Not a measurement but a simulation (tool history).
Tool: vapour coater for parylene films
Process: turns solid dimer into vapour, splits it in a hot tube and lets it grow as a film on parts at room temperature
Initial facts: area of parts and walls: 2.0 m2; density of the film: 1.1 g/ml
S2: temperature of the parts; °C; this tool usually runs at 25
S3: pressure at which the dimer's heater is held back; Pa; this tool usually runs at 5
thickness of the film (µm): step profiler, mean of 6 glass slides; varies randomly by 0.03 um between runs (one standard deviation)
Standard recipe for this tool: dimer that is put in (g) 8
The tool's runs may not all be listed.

{"run": 1, "hour": 0.0, "dimer that is put in (g)": 8, "S2": 25, "S3": 5, "thickness of the film (µm)": 2.46}
{"run": 2, "hour": 12.7, "dimer that is put in (g)": 5, "S2": 25, "S3": 5, "thickness of the film (µm)": 1.55}
{"run": 3, "hour": 28.6, "dimer that is put in (g)": 5, "S2": 25, "S3": 5, "thickness of the film (µm)": 1.55}
{"run": 4, "hour": 46.6, "dimer that is put in (g)": 5, "S2": 25, "S3": 5, "thickness of the film (µm)": 1.55}
{"run": 5, "hour": 61.1, "dimer that is put in (g)": 14, "S2": 25, "S3": 5, "thickness of the film (µm)": 4.37}
{"run": 6, "hour": 72.6, "dimer that is put in (g)": 8, "S2": 25, "S3": 5, "thickness of the film (µm)": 2.43}
{"run": 7, "hour": 88.1, "dimer that is put in (g)": 8, "S2": 25, "S3": 5, "thickness of the film (µm)": 2.46}
{"run": 8, "hour": 100.3, "dimer that is put in (g)": 4, "S2": 25, "S3": 5, "thickness of the film (µm)": 1.25}
{"run": 9, "hour": 116.0, "dimer that is put in (g)": 8, "S2": 25, "S3": 5, "thickness of the film (µm)": 2.44}
{"run": 10, "hour": 131.7, "dimer that is put in (g)": 8, "S2": 37, "S3": 5, "thickness of the film (µm)": 1.31}
{"run": 11, "hour": 141.7, "dimer that is put in (g)": 8, "S2": 18, "S3": 5, "thickness of the film (µm)": 3.06}
{"run": 12, "hour": 153.2, "dimer that is put in (g)": 8, "S2": 18, "S3": 5, "thickness of the film (µm)": 3.12}
{"run": 13, "hour": 165.3, "dimer that is put in (g)": 8, "S2": 25, "S3": 5.87, "thickness of the film (µm)": 2.34}
{"run": 14, "hour": 182.8, "dimer that is put in (g)": 8, "S2": 27, "S3": 5.87, "thickness of the film (µm)": 2.07}
{"run": 15, "hour": 194.3, "dimer that is put in (g)": 8, "S2": 27, "S3": 5.87, "thickness of the film (µm)": 2.13}
{"run": 16, "hour": 204.4, "dimer that is put in (g)": 8, "S2": 27, "S3": 5.87, "thickness of the film (µm)": 2.14}
{"run": 17, "hour": 219.7, "dimer that is put in (g)": 8, "S2": 29, "S3": 5, "thickness of the film (µm)": 1.96}
{"run": 18, "hour": 236.4, "dimer that is put in (g)": 8, "S2": 28, "S3": 5, "thickness of the film (µm)": 2.04}
{"run": 19, "hour": 245.5, "dimer that is put in (g)": 8, "S2": 28, "S3": 5, "thickness of the film (µm)": 2.01}
{"run": 20, "hour": 259.0, "dimer that is put in (g)": 8, "S2": 25, "S3": 5, "thickness of the film (µm)": 2.38}
{"run": 21, "hour": 273.8, "dimer that is put in (g)": 8, "S2": 25, "S3": 5, "thickness of the film (µm)": 2.32}
{"run": 22, "hour": 282.4, "dimer that is put in (g)": 8, "S2": 25, "S3": 5, "thickness of the film (µm)": 2.39}
{"run": 23, "hour": 295.8, "dimer that is put in (g)": 8, "S2": 25, "S3": 5, "thickness of the film (µm)": 2.39}
{"run": 24, "hour": 312.7, "dimer that is put in (g)": 4, "S2": 25, "S3": 5, "thickness of the film (µm)": 1.16}
{"hour": 327.9, "done": "trap's valve overhauled"}
{"run": 25, "hour": 335.0, "dimer that is put in (g)": 12, "S2": 17, "S3": 2.54, "thickness of the film (µm)": 5.29}
{"run": 26, "hour": 346.4, "dimer that is put in (g)": 12, "S2": 26, "S3": 2.35, "thickness of the film (µm)": 4.83}
{"run": 27, "hour": 357.5, "dimer that is put in (g)": 8, "S2": 35, "S3": 5, "thickness of the film (µm)": 1.71}
{"run": 28, "hour": 369.0, "dimer that is put in (g)": 8, "S2": 17, "S3": 5, "thickness of the film (µm)": 3.5}
{"run": 29, "hour": 378.4, "dimer that is put in (g)": 10, "S2": 23, "S3": 10.27, "thickness of the film (µm)": 3.18}
{"run": 30, "hour": 390.3, "dimer that is put in (g)": 10, "S2": 23, "S3": 10.27, "thickness of the film (µm)": 3.23}
{"run": 31, "hour": 403.0, "dimer that is put in (g)": 4, "S2": 17, "S3": 3.79, "thickness of the film (µm)": 1.77}
{"run": 32, "hour": 413.8, "dimer that is put in (g)": 10, "S2": 19, "S3": 3.24, "thickness of the film (µm)": 4.4}
{"run": 33, "hour": 431.2, "dimer that is put in (g)": 4, "S2": 36, "S3": 4.35, "thickness of the film (µm)": 0.77}
{"run": 34, "hour": 447.7, "dimer that is put in (g)": 5, "S2": 25, "S3": 4.76, "thickness of the film (µm)": 1.71}
{"run": 35, "hour": 456.8, "dimer that is put in (g)": 6, "S2": 26, "S3": 7.36, "thickness of the film (µm)": 1.74}
{"run": 36, "hour": 464.8, "dimer that is put in (g)": 4, "S2": 18, "S3": 2.91, "thickness of the film (µm)": 1.73}
{"run": 37, "hour": 477.1, "dimer that is put in (g)": 8, "S2": 25, "S3": 4.68, "thickness of the film (µm)": 2.76}
{"run": 38, "hour": 490.8, "dimer that is put in (g)": 3, "S2": 20, "S3": 6.06, "thickness of the film (µm)": 1.25}
{"run": 39, "hour": 504.0, "dimer that is put in (g)": 3, "S2": 20, "S3": 6.06, "thickness of the film (µm)": 1.28}
{"run": 40, "hour": 519.8, "dimer that is put in (g)": 7, "S2": 24, "S3": 4.11, "thickness of the film (µm)": 2.6}
{"run": 41, "hour": 538.3, "dimer that is put in (g)": 8, "S2": 19, "S3": 4.12, "thickness of the film (µm)": 3.45}
{"run": 42, "hour": 556.0, "dimer that is put in (g)": 5, "S2": 22, "S3": 6.08, "thickness of the film (µm)": 1.88}
{"run": 43, "hour": 568.2, "dimer that is put in (g)": 4, "S2": 22, "S3": 2.59, "thickness of the film (µm)": 1.69}
{"run": 44, "hour": 584.4, "dimer that is put in (g)": 4, "S2": 22, "S3": 2.59, "thickness of the film (µm)": 1.74}
{"run": 45, "hour": 594.4, "dimer that is put in (g)": 4, "S2": 22, "S3": 2.59, "thickness of the film (µm)": 1.67}
{"run": 46, "hour": 605.0, "dimer that is put in (g)": 4, "S2": 22, "S3": 2.59, "thickness of the film (µm)": 1.71}
{"run": 47, "hour": 620.2, "dimer that is put in (g)": 13, "S2": 25, "S3": 7.64, "thickness of the film (µm)": 3.94}

4 options for the next run, each taken on its own from the tool as it stands now. Forecast them:
{"run": "A", "hour": 636.5, "dimer that is put in (g)": 7, "S2": 25, "S3": 5, "thickness of the film (µm)": "?"}
{"run": "B", "hour": 636.5, "dimer that is put in (g)": 4, "S2": 25, "S3": 2.71, "thickness of the film (µm)": "?"}
{"run": "C", "hour": 636.5, "dimer that is put in (g)": 4, "S2": 25, "S3": 7.64, "thickness of the film (µm)": "?"}
{"run": "D", "hour": 636.5, "dimer that is put in (g)": 13, "S2": 25, "S3": 4.67, "thickness of the film (µm)": "?"}

run=A thickness_of_the_film_(µm)=2.32
run=B thickness_of_the_film_(µm)=1.54
run=C thickness_of_the_film_(µm)=1.2
run=D thickness_of_the_film_(µm)=4.4
Had the tool no hidden state, the same runs would have come out as:
run=A thickness_of_the_film_(µm)=2.48
run=B thickness_of_the_film_(µm)=1.65
run=C thickness_of_the_film_(µm)=1.29
run=D thickness_of_the_film_(µm)=4.73

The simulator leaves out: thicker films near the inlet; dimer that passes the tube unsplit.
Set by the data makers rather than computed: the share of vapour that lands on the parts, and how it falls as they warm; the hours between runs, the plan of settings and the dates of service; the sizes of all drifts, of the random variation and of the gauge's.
